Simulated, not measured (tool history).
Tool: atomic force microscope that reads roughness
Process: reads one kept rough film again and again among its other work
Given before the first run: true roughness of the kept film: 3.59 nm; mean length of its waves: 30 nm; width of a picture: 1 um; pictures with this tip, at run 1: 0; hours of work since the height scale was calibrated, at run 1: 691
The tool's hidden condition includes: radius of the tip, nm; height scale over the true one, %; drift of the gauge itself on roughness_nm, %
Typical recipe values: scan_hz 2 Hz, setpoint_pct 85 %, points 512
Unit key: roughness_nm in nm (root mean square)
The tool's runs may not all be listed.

run	day	scan_hz	setpoint_pct	points	pictures with this tip	hours of work since the height scale was calibrated	roughness_nm
1	0	2	85	512	0	691	2.753
2	3.204	0.66	85	512	101	748	2.977
3	6.288	2	85	512	198	803	2.751
4	9.021	2	85	512	283	851	2.746
# day 11.571: new tip fitted
5	12.342	2	85	512	24	910	2.771
6	13.904	0.6	85	512	73	938	2.972
7	15.704	2	85	956	130	970	2.752
# day 18.267: height scale calibrated on a step standard
8	18.783	2	85	956	225	9	2.767
9	20.733	2	85	512	286	44	2.749
10	22.954	2	85	343	356	83	2.738
# day 23.262: new tip fitted
11	26.221	2	82	343	93	141	2.79
12	27.675	2	66	512	139	167	2.962
13	30.175	2	85	512	217	211	2.77
14	32.079	2	85	512	277	245	2.748
# day 34.821: new tip fitted
15	34.904	2	85	512	2	295	2.745
16	36.258	2	85	512	45	319	2.762
17	37.892	2	85	512	96	348	2.751
18	39.942	2	85	512	161	384	2.763
19	41.892	2	85	512	222	419	2.759
20	44.767	2.8	85	512	312	470	2.62
# day 46.379: new tip fitted
21	46.379	2	85	705	0	498	2.753
22	49.529	2	85	705	99	554	2.768
23	50.871	2	61	512	142	578	2.964
24	52.742	1.87	88	512	200	611	2.744
25	55.579	1.87	88	512	289	662	2.722
# day 57.996: new tip fitted
26	58.033	0.63	88	512	1	705	2.962
27	60.929	1.17	73	863	92	756	2.968
28	63.996	0.64	71	863	188	811	3.046
29	66.796	0.64	85	863	276	861	2.979
# day 69.475: new tip fitted
30	69.475	0.64	85	863	0	908	2.986
31	71.554	0.79	68	893	65	945	3.033
32	73.35	1.18	71	438	122	977	2.994
33	75.275	1.18	71	438	182	1011	2.952
# day 75.467: height scale calibrated on a step standard
34	76.771	0.58	71	906	228	23	3.018
35	79.325	2.31	85	512	308	69	2.727
# day 80.979: new tip fitted
36	81.642	1.64	56	765	21	109	3.03
37	83.296	2	82	512	73	139	2.8
38	85.454	2	82	512	141	177	2.776
39	88.142	2	82	512	225	225	2.802
40	91.012	1.55	59	597	316	276	3.014
# day 92.404: new tip fitted
41	93.758	3.59	76	616	42	324	2.714

5 options for the next run, each taken on its own from the tool as it stands now. Forecast them:
A	95.279	2	62	512	90	351	?
B	95.279	0.71	82	733	90	351	?
C	95.279	3.59	63	402	90	351	?
D	95.279	0.98	64	512	90	351	?
E	95.279	3.59	70	327	90	351	?

run	roughness_nm
A	2.983
B	2.971
C	2.882
D	3.03
E	2.801
Without the tool's hidden state the same runs would have given:
run	roughness_nm
A	2.984
B	2.972
C	2.884
D	3.032
E	2.802

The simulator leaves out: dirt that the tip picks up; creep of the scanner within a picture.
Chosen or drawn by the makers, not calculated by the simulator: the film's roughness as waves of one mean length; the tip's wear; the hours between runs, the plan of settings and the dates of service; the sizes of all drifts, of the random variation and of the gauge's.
